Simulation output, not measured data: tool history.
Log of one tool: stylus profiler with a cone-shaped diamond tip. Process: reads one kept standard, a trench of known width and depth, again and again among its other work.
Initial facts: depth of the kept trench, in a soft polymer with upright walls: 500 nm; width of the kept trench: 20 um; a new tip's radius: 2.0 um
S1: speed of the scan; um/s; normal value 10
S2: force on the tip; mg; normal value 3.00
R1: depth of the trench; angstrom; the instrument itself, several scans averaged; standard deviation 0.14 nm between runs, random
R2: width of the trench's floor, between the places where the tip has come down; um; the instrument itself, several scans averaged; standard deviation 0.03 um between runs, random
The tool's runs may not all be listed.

| run | hour | S1 | S2 | R1 | R2 |
|---|---|---|---|---|---|
| 1 | 0.0 | 10 | 3.00 | 5040.2 | 17.18 |
| 2 | 28.8 | 10 | 3.00 | 5042.8 | 17.20 |
| 3 | 55.3 | 10 | 3.00 | 5040.9 | 17.16 |
| 4 | 84.6 | 10 | 3.00 | 5040.5 | 17.15 |
| 5 | 109.5 | 10 | 3.00 | 5040.9 | 17.13 |
| 6 | 138.8 | 10 | 3.00 | 5041.1 | 17.11 |
| 7 | 175.1 | 10 | 3.00 | 5038.9 | 17.09 |
| 8 | 198.6 | 10 | 3.00 | 5039.1 | 17.08 |
| 9 | 230.5 | 10 | 3.00 | 5039.2 | 17.12 |
| 10 | 258.3 | 10 | 3.00 | 5037.7 | 17.01 |
| 11 | 289.6 | 10 | 3.00 | 5038.7 | 17.09 |
| 12 | 320.3 | 5 | 2.53 | 5032.7 | 17.05 |
| 13 | 354.4 | 4 | 2.62 | 5030.4 | 16.99 |
| 14 | 384.1 | 15 | 2.62 | 5033.2 | 16.95 |

What does the tool deliver on the next run?
| 15 | 399.7 | 15 | 3.00 | ? | ? |

R1: 5037.9 angstrom
R2: 17.04 um
If the tool had no hidden condition, the same run with the same run-to-run variation would have returned R1 5044.1 angstrom, R2 17.37 um.
